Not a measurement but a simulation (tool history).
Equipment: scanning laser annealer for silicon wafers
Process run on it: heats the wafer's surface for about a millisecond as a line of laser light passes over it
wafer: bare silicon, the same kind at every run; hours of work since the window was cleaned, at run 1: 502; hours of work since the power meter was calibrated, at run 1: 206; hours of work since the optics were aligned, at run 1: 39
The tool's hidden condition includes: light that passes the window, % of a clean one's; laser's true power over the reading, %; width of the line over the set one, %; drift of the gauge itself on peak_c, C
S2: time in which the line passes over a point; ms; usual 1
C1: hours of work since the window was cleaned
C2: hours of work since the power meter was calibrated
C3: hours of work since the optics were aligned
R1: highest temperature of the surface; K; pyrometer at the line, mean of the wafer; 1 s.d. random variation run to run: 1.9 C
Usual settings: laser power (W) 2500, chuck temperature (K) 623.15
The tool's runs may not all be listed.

Run 1, hour 0: usual settings; C1 502; C2 206; C3 39. Result: R1 1403.15 K.
Run 2, hour 12.2: usual settings; C1 512; C2 216; C3 48. Result: R1 1400.15 K.
Run 3, hour 20.1: usual settings but chuck temperature (K) 643.15; C1 518; C2 222; C3 55. Result: R1 1425.15 K.
Run 4, hour 32.6: usual settings but chuck temperature (K) 643.15; C1 528; C2 232; C3 64. Result: R1 1423.15 K.
Run 5, hour 43.3: usual settings but chuck temperature (K) 643.15; C1 537; C2 241; C3 73. Result: R1 1424.15 K.
Run 6, hour 49.7: usual settings but chuck temperature (K) 643.15; C1 542; C2 246; C3 78. Result: R1 1423.15 K.
Run 7, hour 59.9: usual settings but laser power (W) 2531, S2 0.9 ms; C1 550; C2 254; C3 86. Result: R1 1379.15 K.
Run 8, hour 73: usual settings but laser power (W) 2418, chuck temperature (K) 593.15; C1 560; C2 264; C3 97. Result: R1 1335.15 K.
Run 9, hour 82: usual settings but chuck temperature (K) 625.15; C1 567; C2 272; C3 104. Result: R1 1406.15 K.
Run 10, hour 93.3: usual settings but chuck temperature (K) 625.15; C1 576; C2 281; C3 113. Result: R1 1403.15 K.

5 options for the next run, each taken on its own from the tool as it stands now. Forecast them:
Run A, hour 100.4: usual settings but S2 0.97 ms, chuck temperature (K) 609.15; C1 582; C2 286; C3 118. Result: R1 ?.
Run B, hour 100.4: usual settings but laser power (W) 2403, S2 1.06 ms, chuck temperature (K) 635.15; C1 582; C2 286; C3 118. Result: R1 ?.
Run C, hour 100.4: usual settings but laser power (W) 2162, S2 0.87 ms, chuck temperature (K) 603.15; C1 582; C2 286; C3 118. Result: R1 ?.
Run D, hour 100.4: usual settings but laser power (W) 2578, chuck temperature (K) 625.15; C1 582; C2 286; C3 118. Result: R1 ?.
Run E, hour 100.4: usual settings but S2 0.76 ms; C1 582; C2 286; C3 118. Result: R1 ?.

run       R1
  A  1379.15
  B  1395.15
  C  1208.15
  D  1437.15
  E  1310.15
Without the tool's unlogged condition, the same runs would have read:
run       R1
  A  1379.15
  B  1395.15
  C  1208.15
  D  1438.15
  E  1311.15

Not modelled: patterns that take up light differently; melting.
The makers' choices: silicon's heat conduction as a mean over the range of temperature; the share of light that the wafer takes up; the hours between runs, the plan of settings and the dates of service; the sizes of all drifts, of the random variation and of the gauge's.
